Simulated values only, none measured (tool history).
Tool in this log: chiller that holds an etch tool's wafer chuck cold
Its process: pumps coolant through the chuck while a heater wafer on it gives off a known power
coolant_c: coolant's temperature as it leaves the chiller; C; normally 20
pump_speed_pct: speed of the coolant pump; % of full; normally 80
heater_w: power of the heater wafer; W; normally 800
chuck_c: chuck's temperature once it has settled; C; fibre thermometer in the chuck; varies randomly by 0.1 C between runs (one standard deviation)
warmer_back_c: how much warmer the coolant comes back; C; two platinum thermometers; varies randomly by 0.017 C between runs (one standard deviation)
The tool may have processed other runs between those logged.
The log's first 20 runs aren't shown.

run,day,coolant_c,pump_speed_pct,heater_w,chuck_c,warmer_back_c
21,89.671,27,67,924,35.7,3.72
22,92.55,27,85,1100,35.6,3.43
23,97.112,20,80,605,25.1,2.01
24,102.429,14,93,800,20.2,2.27
25,108.075,19,97,547,23.3,1.49
26,113.354,19,97,547,23.3,1.52
27,117.571,13,67,1000,22.7,4.07
28,123.821,20,79,833,27.7,2.84
29,128.871,20,79,833,27.9,2.83
30,135.433,20,71,833,28.2,3.2
31,139.892,13,64,833,22,3.6

4 ways to go on from here, each from the tool as it stands after run 31. What would each give?
A,144.179,28,73,679,?,?
B,144.179,30,81,607,?,?
C,144.179,24,69,800,?,?
D,144.179,13,97,625,?,?

run,chuck_c,warmer_back_c
A,34.9,2.54
B,35.8,2.03
C,32.2,3.18
D,18.3,1.73
Without the tool's unlogged condition, the same runs would have read:
run,chuck_c,warmer_back_c
A,33.4,2.46
B,34.5,1.97
C,30.5,3.08
D,17,1.68

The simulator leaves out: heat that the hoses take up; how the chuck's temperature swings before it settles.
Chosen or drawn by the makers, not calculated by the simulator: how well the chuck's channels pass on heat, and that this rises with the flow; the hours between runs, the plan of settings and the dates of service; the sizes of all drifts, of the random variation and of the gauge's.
